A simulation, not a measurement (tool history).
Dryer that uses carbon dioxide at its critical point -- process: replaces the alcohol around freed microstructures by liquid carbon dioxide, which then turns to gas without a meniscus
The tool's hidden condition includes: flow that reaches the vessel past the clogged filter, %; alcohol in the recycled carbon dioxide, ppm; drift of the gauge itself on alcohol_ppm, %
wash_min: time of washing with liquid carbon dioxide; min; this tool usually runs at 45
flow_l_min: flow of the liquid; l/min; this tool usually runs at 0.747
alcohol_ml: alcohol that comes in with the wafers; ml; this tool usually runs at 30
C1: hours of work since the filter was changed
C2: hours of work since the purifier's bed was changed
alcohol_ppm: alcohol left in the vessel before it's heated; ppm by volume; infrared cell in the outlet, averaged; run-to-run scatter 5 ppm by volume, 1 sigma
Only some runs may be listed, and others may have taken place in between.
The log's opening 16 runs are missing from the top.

Run 17, hour 271.5: usual settings; C1 144; C2 491. Result: alcohol_ppm 53 ppm by volume.
Run 18, hour 283.1: usual settings; C1 150; C2 497. Result: alcohol_ppm 48 ppm by volume.
Run 19, hour 297: usual settings but wash_min 58 min, flow_l_min 0.451 l/min, alcohol_ml 78 ml; C1 158; C2 505. Result: alcohol_ppm 234 ppm by volume.
Run 20, hour 312.2: usual settings but wash_min 42 min, flow_l_min 0.472 l/min, alcohol_ml 34 ml; C1 166; C2 513. Result: alcohol_ppm 303 ppm by volume.
At hour 327.8: inlet filter changed.
Run 21, hour 329.1: usual settings but wash_min 29 min, flow_l_min 0.472 l/min, alcohol_ml 21 ml; C1 1; C2 521. Result: alcohol_ppm 388 ppm by volume.
Run 22, hour 341.1: usual settings but wash_min 29 min, flow_l_min 0.472 l/min, alcohol_ml 21 ml; C1 7; C2 528. Result: alcohol_ppm 393 ppm by volume.
Run 23, hour 362.6: usual settings but flow_l_min 0.872 l/min, alcohol_ml 66 ml; C1 18; C2 539. Result: alcohol_ppm 42 ppm by volume.
Run 24, hour 376.1: usual settings but wash_min 48 min, flow_l_min 0.93 l/min, alcohol_ml 114 ml; C1 26; C2 546. Result: alcohol_ppm 40 ppm by volume.
Run 25, hour 387.1: usual settings but wash_min 57 min, flow_l_min 0.543 l/min, alcohol_ml 26 ml; C1 31; C2 552. Result: alcohol_ppm 61 ppm by volume.
Run 26, hour 408.5: usual settings but flow_l_min 1.005 l/min, alcohol_ml 46 ml; C1 43; C2 563. Result: alcohol_ppm 48 ppm by volume.
Run 27, hour 429.4: usual settings but flow_l_min 1.005 l/min, alcohol_ml 46 ml; C1 54; C2 574. Result: alcohol_ppm 40 ppm by volume.
Run 28, hour 451.2: usual settings but flow_l_min 1.216 l/min, alcohol_ml 46 ml; C1 65; C2 586. Result: alcohol_ppm 54 ppm by volume.
Run 29, hour 468.3: usual settings but flow_l_min 0.787 l/min, alcohol_ml 55 ml; C1 74; C2 595. Result: alcohol_ppm 54 ppm by volume.
Run 30, hour 491.1: usual settings but wash_min 62 min, flow_l_min 1.014 l/min; C1 87; C2 607. Result: alcohol_ppm 43 ppm by volume.
Run 31, hour 515.3: usual settings but wash_min 57 min, flow_l_min 0.634 l/min, alcohol_ml 27 ml; C1 99; C2 620. Result: alcohol_ppm 46 ppm by volume.
Run 32, hour 529: usual settings but wash_min 68 min, flow_l_min 0.505 l/min, alcohol_ml 23 ml; C1 107; C2 627. Result: alcohol_ppm 45 ppm by volume.
Run 33, hour 541.1: usual settings but wash_min 58 min, flow_l_min 0.547 l/min; C1 113; C2 634. Result: alcohol_ppm 66 ppm by volume.
Run 34, hour 560.5: usual settings but wash_min 58 min, flow_l_min 0.547 l/min, alcohol_ml 43 ml; C1 123; C2 644. Result: alcohol_ppm 76 ppm by volume.
Run 35, hour 583.2: usual settings but wash_min 58 min, flow_l_min 1.125 l/min, alcohol_ml 48 ml; C1 135; C2 656. Result: alcohol_ppm 48 ppm by volume.
Run 36, hour 597.6: usual settings but flow_l_min 1.071 l/min, alcohol_ml 40 ml; C1 143; C2 664. Result: alcohol_ppm 38 ppm by volume.

What if the next run were any one of these 5? Each begins from the tool's condition after run 36:
Run A, hour 614.1: usual settings but wash_min 37 min, flow_l_min 1.2 l/min, alcohol_ml 63 ml; C1 152; C2 672. Result: alcohol_ppm ?.
Run B, hour 614.1: usual settings but wash_min 51 min; C1 152; C2 672. Result: alcohol_ppm ?.
Run C, hour 614.1: usual settings but wash_min 70 min, flow_l_min 1.192 l/min, alcohol_ml 76 ml; C1 152; C2 672. Result: alcohol_ppm ?.
Run D, hour 614.1: usual settings but wash_min 30 min; C1 152; C2 672. Result: alcohol_ppm ?.
Run E, hour 614.1: usual settings but wash_min 52 min, flow_l_min 0.541 l/min, alcohol_ml 97 ml; C1 152; C2 672. Result: alcohol_ppm ?.

run  alcohol_ppm
  A           53
  B           43
  C           38
  D          168
  E          209
Take away the tool's hidden state, keep each run's random variation, and the runs would have read:
run  alcohol_ppm
  A           12
  B            1
  C            1
  D           76
  E           88
